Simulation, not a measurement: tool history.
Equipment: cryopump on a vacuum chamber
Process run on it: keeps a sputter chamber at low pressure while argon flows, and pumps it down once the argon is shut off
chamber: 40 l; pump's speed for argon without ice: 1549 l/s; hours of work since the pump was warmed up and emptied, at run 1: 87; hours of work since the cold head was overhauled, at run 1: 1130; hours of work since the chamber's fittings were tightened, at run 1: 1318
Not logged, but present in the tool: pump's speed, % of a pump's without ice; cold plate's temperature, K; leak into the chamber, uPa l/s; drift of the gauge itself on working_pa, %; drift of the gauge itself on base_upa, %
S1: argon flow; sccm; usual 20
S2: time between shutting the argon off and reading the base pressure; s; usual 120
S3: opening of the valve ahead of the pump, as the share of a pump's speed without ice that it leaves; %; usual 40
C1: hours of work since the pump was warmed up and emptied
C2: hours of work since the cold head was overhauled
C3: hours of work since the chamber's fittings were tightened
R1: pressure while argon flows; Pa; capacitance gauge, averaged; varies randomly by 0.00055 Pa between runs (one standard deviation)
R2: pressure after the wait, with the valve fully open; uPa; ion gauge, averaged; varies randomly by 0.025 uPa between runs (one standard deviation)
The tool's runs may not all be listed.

| run | hour | S1 | S2 | S3 | C1 | C2 | C3 | R1 | R2 |
|---|---|---|---|---|---|---|---|---|---|
| 1 | 0 | 20 | 120 | 40 | 87 | 1130 | 1318 | 0.0548 | 1.64 |
| 2 | 63.6 | 20 | 120 | 40 | 112 | 1155 | 1343 | 0.0558 | 1.71 |
| 3 | 116.2 | 20 | 120 | 40 | 133 | 1176 | 1365 | 0.0568 | 1.73 |
| 4 | 160 | 20 | 120 | 40 | 151 | 1194 | 1382 | 0.0568 | 1.77 |
| 5 | 225.5 | 20 | 120 | 40 | 177 | 1220 | 1408 | 0.057 | 1.78 |
| 6 | 305.7 | 20 | 120 | 40 | 209 | 1252 | 1441 | 0.0568 | 1.82 |
| 7 | 364 | 33 | 120 | 40 | 233 | 1276 | 1464 | 0.0946 | 1.77 |
| 8 | 417 | 33 | 120 | 40 | 254 | 1297 | 1485 | 0.0958 | 1.82 |
| 9 | 473.9 | 33 | 120 | 40 | 277 | 1320 | 1508 | 0.095 | 1.84 |
| 10 | 534.2 | 20 | 120 | 40 | 301 | 1344 | 1532 | 0.0574 | 1.87 |
| 11 | 575.7 | 12 | 120 | 40 | 318 | 1361 | 1549 | 0.0343 | 1.92 |
| 12 | 639.1 | 23 | 120 | 40 | 343 | 1386 | 1574 | 0.0667 | 1.95 |
| 13 | 677.6 | 20 | 120 | 40 | 358 | 1402 | 1590 | 0.0585 | 1.88 |
| 14 | 771 | 20 | 120 | 40 | 396 | 1439 | 1627 | 0.0588 | 1.95 |
| 15 | 862.8 | 20 | 120 | 40 | 433 | 1476 | 1664 | 0.0603 | 1.98 |
| 16 | 951.8 | 20 | 120 | 40 | 468 | 1512 | 1700 | 0.0606 | 2.07 |
|  | 997.9 | pump warmed up, emptied and cooled again |
| 17 | 1035.7 | 20 | 120 | 40 | 15 | 1543 | 1731 | 0.0552 | 1.86 |
| 18 | 1118.1 | 36 | 44 | 40 | 48 | 1576 | 1764 | 0.0991 | 3.25 |
| 19 | 1177.1 | 36 | 44 | 40 | 72 | 1600 | 1788 | 0.1001 | 3.23 |
| 20 | 1260.3 | 30 | 185 | 40 | 105 | 1633 | 1822 | 0.0836 | 1.63 |
| 21 | 1318.6 | 13 | 120 | 40 | 129 | 1657 | 1845 | 0.0364 | 1.9 |
| 22 | 1361.7 | 13 | 120 | 40 | 146 | 1674 | 1862 | 0.0363 | 2.08 |
| 23 | 1428.7 | 34 | 120 | 40 | 173 | 1701 | 1889 | 0.0966 | 2.04 |
| 24 | 1493.8 | 20 | 120 | 21 | 199 | 1727 | 1915 | 0.1063 | 2.03 |
| 25 | 1582.2 | 20 | 120 | 21 | 234 | 1762 | 1951 | 0.1068 | 2.05 |
| 26 | 1660.6 | 20 | 120 | 21 | 266 | 1794 | 1982 | 0.1079 | 2.09 |
| 27 | 1746.5 | 12 | 174 | 40 | 300 | 1828 | 2017 | 0.035 | 1.88 |
| 28 | 1814.9 | 20 | 120 | 21 | 328 | 1856 | 2044 | 0.1072 | 2.13 |
| 29 | 1897.1 | 22 | 196 | 21 | 361 | 1889 | 2077 | 0.1185 | 1.93 |
| 30 | 1979.9 | 22 | 196 | 21 | 394 | 1922 | 2110 | 0.1201 | 1.95 |
| 31 | 2019.9 | 17 | 120 | 40 | 410 | 1938 | 2126 | 0.0503 | 2.27 |
| 32 | 2101.6 | 20 | 124 | 40 | 443 | 1971 | 2159 | 0.0609 | 2.25 |
| 33 | 2193.4 | 20 | 120 | 17 | 480 | 2008 | 2196 | 0.1339 | 2.42 |
|  | 2211.5 | pump warmed up, emptied and cooled again |
| 34 | 2286.1 | 17 | 120 | 40 | 30 | 2043 | 2231 | 0.0473 | 2.18 |

Measured minus without-hidden-state, run by run (identical run-to-run variation in each term; gauge scatter may differ):
| run | R1 | R2 |
|---|---|---|
| 1 | +0.0012 | +0.67 |
| 2 | +0.0015 | +0.69 |
| 3 | +0.0017 | +0.72 |
| 4 | +0.0019 | +0.75 |
| 5 | +0.0022 | +0.76 |
| 6 | +0.0025 | +0.8 |
| 7 | +0.0045 | +0.79 |
| 8 | +0.0049 | +0.83 |
| 9 | +0.0053 | +0.84 |
| 10 | +0.0035 | +0.87 |
| 11 | +0.0022 | +0.89 |
| 12 | +0.0046 | +0.93 |
| 13 | +0.0042 | +0.93 |
| 14 | +0.0047 | +0.97 |
| 15 | +0.0052 | +1 |
| 16 | +0.0057 | +1.05 |
| 17 | +0.0006 | +0.86 |
| 18 | +0.0016 | +0.87 |
| 19 | +0.002 | +0.89 |
| 20 | +0.0022 | +0.93 |
| 21 | +0.0011 | +0.93 |
| 22 | +0.0012 | +1.01 |
| 23 | +0.0036 | +1.01 |
| 24 | +0.0024 | +1.04 |
| 25 | +0.0029 | +1.04 |
| 26 | +0.0032 | +1.1 |
| 27 | +0.0022 | +1.14 |
| 28 | +0.004 | +1.18 |
| 29 | +0.0048 | +1.21 |
| 30 | +0.0054 | +1.26 |
| 31 | +0.0043 | +1.29 |
| 32 | +0.0055 | +1.29 |
| 33 | +0.006 | +1.4 |
| 34 | +0.0007 | +1.12 |
